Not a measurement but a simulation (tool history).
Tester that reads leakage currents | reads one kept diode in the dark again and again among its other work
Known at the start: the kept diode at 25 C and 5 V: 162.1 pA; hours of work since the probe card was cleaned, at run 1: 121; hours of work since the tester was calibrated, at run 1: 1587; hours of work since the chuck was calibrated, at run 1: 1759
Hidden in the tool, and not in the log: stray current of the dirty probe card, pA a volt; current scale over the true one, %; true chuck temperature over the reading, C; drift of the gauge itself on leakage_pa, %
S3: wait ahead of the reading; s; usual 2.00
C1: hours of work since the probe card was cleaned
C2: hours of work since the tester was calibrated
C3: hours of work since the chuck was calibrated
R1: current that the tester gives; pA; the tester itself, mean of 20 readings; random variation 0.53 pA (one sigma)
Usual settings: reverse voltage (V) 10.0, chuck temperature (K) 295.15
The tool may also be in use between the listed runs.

{"run": 1, "day": 0.0, "reverse voltage (V)": 10.0, "chuck temperature (K)": 295.15, "S3": 2.0, "C1": 121, "C2": 1587, "C3": 1759, "R1": 204.26}
{"run": 2, "day": 2.596, "reverse voltage (V)": 10.0, "chuck temperature (K)": 295.15, "S3": 2.0, "C1": 163, "C2": 1629, "C3": 1801, "R1": 204.18}
{"run": 3, "day": 4.354, "reverse voltage (V)": 10.0, "chuck temperature (K)": 295.15, "S3": 2.0, "C1": 192, "C2": 1658, "C3": 1830, "R1": 205.43}
{"run": 4, "day": 5.921, "reverse voltage (V)": 10.0, "chuck temperature (K)": 295.15, "S3": 2.0, "C1": 217, "C2": 1684, "C3": 1855, "R1": 205.46}
{"run": 5, "day": 7.392, "reverse voltage (V)": 10.0, "chuck temperature (K)": 295.15, "S3": 2.0, "C1": 241, "C2": 1708, "C3": 1879, "R1": 207.71}
{"run": 6, "day": 9.583, "reverse voltage (V)": 10.0, "chuck temperature (K)": 314.15, "S3": 2.0, "C1": 277, "C2": 1743, "C3": 1915, "R1": 961.37}
{"run": 7, "day": 11.662, "reverse voltage (V)": 10.0, "chuck temperature (K)": 298.15, "S3": 2.0, "C1": 311, "C2": 1777, "C3": 1949, "R1": 270.13}
{"run": 8, "day": 13.825, "reverse voltage (V)": 10.0, "chuck temperature (K)": 295.15, "S3": 2.0, "C1": 346, "C2": 1812, "C3": 1984, "R1": 210.9}
{"run": 9, "day": 15.175, "reverse voltage (V)": 10.0, "chuck temperature (K)": 295.15, "S3": 2.0, "C1": 368, "C2": 1834, "C3": 2006, "R1": 210.98}
{"run": 10, "day": 17.767, "reverse voltage (V)": 10.0, "chuck temperature (K)": 295.15, "S3": 2.78, "C1": 410, "C2": 1877, "C3": 2048, "R1": 212.19}
{"run": 11, "day": 19.112, "reverse voltage (V)": 10.0, "chuck temperature (K)": 295.15, "S3": 2.0, "C1": 432, "C2": 1898, "C3": 2070, "R1": 212.22}
{"run": 12, "day": 21.046, "reverse voltage (V)": 10.0, "chuck temperature (K)": 295.15, "S3": 2.0, "C1": 464, "C2": 1930, "C3": 2102, "R1": 213.24}
{"day": 21.292, "done": "tester calibrated"}
{"run": 13, "day": 23.442, "reverse voltage (V)": 10.0, "chuck temperature (K)": 298.15, "S3": 2.0, "C1": 501, "C2": 35, "C3": 2139, "R1": 276.1}
{"run": 14, "day": 25.967, "reverse voltage (V)": 10.1, "chuck temperature (K)": 295.15, "S3": 2.0, "C1": 543, "C2": 76, "C3": 2180, "R1": 216.65}
{"day": 27.238, "done": "chuck's temperature calibrated"}
{"run": 15, "day": 28.229, "reverse voltage (V)": 10.0, "chuck temperature (K)": 295.15, "S3": 2.0, "C1": 578, "C2": 112, "C3": 16, "R1": 183.44}
{"run": 16, "day": 30.162, "reverse voltage (V)": 10.0, "chuck temperature (K)": 294.15, "S3": 2.0, "C1": 609, "C2": 143, "C3": 48, "R1": 170.7}
{"day": 31.421, "done": "tester calibrated, once more"}
{"run": 17, "day": 31.583, "reverse voltage (V)": 17.8, "chuck temperature (K)": 308.15, "S3": 4.95, "C1": 631, "C2": 3, "C3": 69, "R1": 697.99}
{"run": 18, "day": 33.575, "reverse voltage (V)": 1.9, "chuck temperature (K)": 293.15, "S3": 4.95, "C1": 664, "C2": 35, "C3": 102, "R1": 68.46}
{"run": 19, "day": 35.646, "reverse voltage (V)": 1.9, "chuck temperature (K)": 293.15, "S3": 4.95, "C1": 697, "C2": 69, "C3": 136, "R1": 68.25}
{"run": 20, "day": 38.146, "reverse voltage (V)": 18.4, "chuck temperature (K)": 295.15, "S3": 2.0, "C1": 738, "C2": 110, "C3": 176, "R1": 255.33}
{"run": 21, "day": 40.392, "reverse voltage (V)": 10.0, "chuck temperature (K)": 299.15, "S3": 0.39, "C1": 775, "C2": 146, "C3": 213, "R1": 267.73}
{"run": 22, "day": 42.833, "reverse voltage (V)": 7.5, "chuck temperature (K)": 297.15, "S3": 4.25, "C1": 814, "C2": 186, "C3": 253, "R1": 191.64}
{"run": 23, "day": 44.938, "reverse voltage (V)": 7.5, "chuck temperature (K)": 297.15, "S3": 4.25, "C1": 849, "C2": 220, "C3": 287, "R1": 193.14}
{"run": 24, "day": 46.054, "reverse voltage (V)": 7.5, "chuck temperature (K)": 297.15, "S3": 4.25, "C1": 867, "C2": 238, "C3": 305, "R1": 193.18}
{"run": 25, "day": 47.775, "reverse voltage (V)": 7.5, "chuck temperature (K)": 297.15, "S3": 4.25, "C1": 895, "C2": 266, "C3": 333, "R1": 193.15}
{"run": 26, "day": 49.929, "reverse voltage (V)": 1.2, "chuck temperature (K)": 312.15, "S3": 9.88, "C1": 930, "C2": 301, "C3": 368, "R1": 269.64}
{"run": 27, "day": 51.708, "reverse voltage (V)": 17.3, "chuck temperature (K)": 293.15, "S3": 0.56, "C1": 959, "C2": 330, "C3": 397, "R1": 228.55}
{"run": 28, "day": 54.179, "reverse voltage (V)": 3.6, "chuck temperature (K)": 300.15, "S3": 0.46, "C1": 999, "C2": 371, "C3": 437, "R1": 177.66}
{"run": 29, "day": 55.554, "reverse voltage (V)": 14.8, "chuck temperature (K)": 315.15, "S3": 4.42, "C1": 1022, "C2": 393, "C3": 460, "R1": 1129.75}
{"run": 30, "day": 56.762, "reverse voltage (V)": 14.8, "chuck temperature (K)": 315.15, "S3": 7.21, "C1": 1041, "C2": 413, "C3": 479, "R1": 1133.77}
{"run": 31, "day": 58.425, "reverse voltage (V)": 3.6, "chuck temperature (K)": 302.15, "S3": 1.2, "C1": 1068, "C2": 440, "C3": 507, "R1": 207.79}

The same runs without the tool's hidden state, with the same run-to-run variation:
run=1 R1=175.69
run=2 R1=174.51
run=3 R1=174.83
run=4 R1=174.16
run=5 R1=175.44
run=6 R1=835.51
run=7 R1=227.67
run=8 R1=175.38
run=9 R1=174.86
run=10 R1=174.70
run=11 R1=174.23
run=12 R1=174.23
run=13 R1=226.80
run=14 R1=174.77
run=15 R1=174.77
run=16 R1=161.07
run=17 R1=683.55
run=18 R1=66.68
run=19 R1=66.20
run=20 R1=232.92
run=21 R1=254.13
run=22 R1=180.50
run=23 R1=181.07
run=24 R1=180.69
run=25 R1=180.04
run=26 R1=264.23
run=27 R1=198.31
run=28 R1=168.57
run=29 R1=1084.61
run=30 R1=1086.80
run=31 R1=196.82
